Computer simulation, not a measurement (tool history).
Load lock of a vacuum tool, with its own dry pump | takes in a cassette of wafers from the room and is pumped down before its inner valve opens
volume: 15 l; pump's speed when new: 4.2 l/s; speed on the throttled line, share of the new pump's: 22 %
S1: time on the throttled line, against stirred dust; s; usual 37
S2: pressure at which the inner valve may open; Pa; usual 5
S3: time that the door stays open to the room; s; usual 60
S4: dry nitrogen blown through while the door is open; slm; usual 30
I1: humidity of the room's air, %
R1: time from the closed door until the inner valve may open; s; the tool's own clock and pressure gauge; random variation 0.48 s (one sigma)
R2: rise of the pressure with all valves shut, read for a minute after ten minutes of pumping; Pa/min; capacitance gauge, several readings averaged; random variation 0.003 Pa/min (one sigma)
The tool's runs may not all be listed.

run 1 hour=0 | S1=37 S2=5 S3=60 S4=30 | I1=43.9 | R1=67.4 R2=0.059
run 2 hour=207.4 | S1=37 S2=5 S3=60 S4=30 | I1=46 | R1=67.1 R2=0.068
run 3 hour=392.1 | S1=37 S2=5 S3=60 S4=30 | I1=47.3 | R1=66.5 R2=0.066
run 4 hour=544.7 | S1=37 S2=5 S3=60 S4=30 | I1=44.5 | R1=66 R2=0.072
run 5 hour=726.5 | S1=37 S2=5 S3=60 S4=30 | I1=41.6 | R1=66.3 R2=0.07
run 6 hour=966.9 | S1=37 S2=5 S3=60 S4=30 | I1=42.8 | R1=66.8 R2=0.079
run 7 hour=1088.6 | S1=37 S2=5 S3=60 S4=30 | I1=45 | R1=66.5 R2=0.088
run 8 hour=1247.8 | S1=37 S2=5 S3=60 S4=30 | I1=46.8 | R1=66.2 R2=0.089
run 9 hour=1515.7 | S1=37 S2=5 S3=60 S4=30 | I1=46.2 | R1=66.5 R2=0.098
run 10 hour=1677.6 | S1=37 S2=5 S3=60 S4=30 | I1=44.2 | R1=67.5 R2=0.091
run 11 hour=1862 | S1=37 S2=5 S3=60 S4=30 | I1=44.3 | R1=67.8 R2=0.098
run 12 hour=2073.6 | S1=37 S2=5 S3=60 S4=30 | I1=42.3 | R1=66.9 R2=0.101
run 13 hour=2337.3 | S1=37 S2=5 S3=60 S4=8 | I1=47.4 | R1=67.9 R2=0.14
run 14 hour=2506.6 | S1=37 S2=5 S3=60 S4=19 | I1=46.7 | R1=67.6 R2=0.124
run 15 hour=2713.2 | S1=20 S2=5 S3=60 S4=30 | I1=43.7 | R1=55.4 R2=0.117
run 16 hour=2952.8 | S1=20 S2=5 S3=60 S4=30 | I1=46.3 | R1=54.7 R2=0.126
run 17 hour=3194 | S1=37 S2=5 S3=60 S4=30 | I1=46.8 | R1=68 R2=0.132
run 18 hour=3330.3 | S1=37 S2=5 S3=60 S4=30 | I1=48 | R1=67.9 R2=0.139
run 19 hour=3595.6 | S1=37 S2=5 S3=60 S4=7 | I1=46 | R1=68.8 R2=0.174
run 20 hour=3804.5 | S1=37 S2=5 S3=113 S4=4 | I1=44.7 | R1=68.4 R2=0.222
run 21 hour=4048.5 | S1=44 S2=8 S3=136 S4=30 | I1=46.2 | R1=71.6 R2=0.188
run 22 hour=4302.2 | S1=37 S2=10 S3=60 S4=15 | I1=44 | R1=65.3 R2=0.179
run 23 hour=4546.5 | S1=37 S2=10 S3=60 S4=15 | I1=46.1 | R1=66.4 R2=0.193
run 24 hour=4785 | S1=37 S2=10 S3=60 S4=15 | I1=41.5 | R1=65.4 R2=0.195
run 25 hour=5042.9 | S1=30 S2=5 S3=38 S4=7 | I1=42.2 | R1=62.8 R2=0.205
run 26 hour=5272 | S1=37 S2=4 S3=60 S4=8 | I1=45 | R1=69.4 R2=0.226
run 27 hour=5475.9 | S1=37 S2=7 S3=60 S4=8 | I1=43.6 | R1=68.1 R2=0.233
run 28 hour=5656.6 | S1=37 S2=7 S3=192 S4=8 | I1=45.3 | R1=67 R2=0.307
run 29 hour=5768.1 | S1=37 S2=6 S3=60 S4=17 | I1=44.3 | R1=68.2 R2=0.231
run 30 hour=5963.6 | S1=27 S2=6 S3=29 S4=37 | I1=46 | R1=61.9 R2=0.216
run 31 hour=6110.6 | S1=31 S2=9 S3=49 S4=30 | I1=45.4 | R1=62.3 R2=0.236
run 32 hour=6257.6 | S1=35 S2=6 S3=49 S4=7 | I1=42.6 | R1=66.5 R2=0.268
run 33 hour=6386.7 | S1=37 S2=8 S3=110 S4=6 | I1=47.1 | R1=67.3 R2=0.319
run 34 hour=6607.9 | S1=37 S2=8 S3=110 S4=6 | I1=48.6 | R1=67.2 R2=0.334
run 35 hour=6749.4 | S1=37 S2=8 S3=110 S4=6 | I1=42.5 | R1=67.3 R2=0.332
run 36 hour=6940.6 | S1=41 S2=10 S3=76 S4=4 | I1=47.2 | R1=69.5 R2=0.335

Forecast each of these 3 alternatives for the next run:
run A hour=7191.6 | S1=37 S2=5 S3=172 S4=39 | I1=46.2 | R1=? R2=?
run B hour=7191.6 | S1=37 S2=5 S3=54 S4=10 | I1=45.2 | R1=? R2=?
run C hour=7191.6 | S1=19 S2=6 S3=36 S4=30 | I1=47 | R1=? R2=?

run=A R1=69.6 R2=0.314
run=B R1=70.1 R2=0.314
run=C R1=55.3 R2=0.274
Without the tool's hidden state the same runs would have given:
run=A R1=64.9 R2=0.072
run=B R1=65.4 R2=0.071
run=C R1=50.1 R2=0.033
